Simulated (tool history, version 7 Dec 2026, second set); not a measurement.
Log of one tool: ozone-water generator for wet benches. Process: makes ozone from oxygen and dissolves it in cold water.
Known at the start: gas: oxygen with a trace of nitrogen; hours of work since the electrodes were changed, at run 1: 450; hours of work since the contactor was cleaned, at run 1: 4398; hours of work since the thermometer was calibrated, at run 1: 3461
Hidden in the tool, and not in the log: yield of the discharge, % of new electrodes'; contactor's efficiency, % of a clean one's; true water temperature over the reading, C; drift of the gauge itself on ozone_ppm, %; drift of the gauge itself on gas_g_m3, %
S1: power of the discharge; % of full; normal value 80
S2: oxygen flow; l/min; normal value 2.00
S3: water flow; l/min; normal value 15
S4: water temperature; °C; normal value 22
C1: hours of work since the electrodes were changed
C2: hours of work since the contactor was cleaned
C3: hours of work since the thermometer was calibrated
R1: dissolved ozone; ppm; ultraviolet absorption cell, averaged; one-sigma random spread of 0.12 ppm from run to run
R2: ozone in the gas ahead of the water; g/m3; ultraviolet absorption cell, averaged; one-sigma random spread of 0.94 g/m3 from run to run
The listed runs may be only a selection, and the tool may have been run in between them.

run,hour,S1,S2,S3,S4,C1,C2,C3,R1,R2
1,0.0,80,2.00,15,22,450,4398,3461,11.3,156.5
2,56.2,80,2.00,15,30,486,4434,3498,10.4,156.8
3,121.1,45,2.00,15,22,528,4476,3540,7.9,108.3
4,174.3,45,2.00,15,22,562,4511,3574,8.0,108.0
5,223.7,80,2.00,15,22,594,4542,3606,11.5,155.6
6,253.3,80,2.00,15,22,613,4561,3625,11.3,155.1
# hour 258.8: water thermometer calibrated
7,308.4,80,2.32,15,22,648,4597,32,11.6,145.0
8,343.0,80,2.32,15,22,670,4619,54,11.5,144.7
9,407.4,80,2.00,10,25,712,4660,96,15.2,155.2
10,477.1,80,2.00,10,25,757,4705,141,15.1,155.4
# hour 485.0: water thermometer calibrated, once more
11,524.9,80,2.00,10,25,787,4736,26,15.3,156.5
12,584.9,80,2.00,10,25,826,4774,64,15.0,155.7
13,645.2,45,2.00,15,22,865,4813,103,7.8,109.5
14,679.5,80,1.27,15,27,887,4835,125,9.4,191.6
15,712.7,70,1.27,15,27,908,4857,147,8.9,175.3

Selected run-to-run steps in R1, each split into two signed amounts: the part the tool would show with no hidden state at all (from settings, incoming material and random variation), and the remainder, which goes to the hidden state together with any gauge scatter not common to the measured and the hidden-state-free results:
Run 12 -> 13: S1 80 -> 45, S3 10 -> 15, S4 25 -> 22. R1 -7.2 ppm: hidden state +0.4, all else -7.6.

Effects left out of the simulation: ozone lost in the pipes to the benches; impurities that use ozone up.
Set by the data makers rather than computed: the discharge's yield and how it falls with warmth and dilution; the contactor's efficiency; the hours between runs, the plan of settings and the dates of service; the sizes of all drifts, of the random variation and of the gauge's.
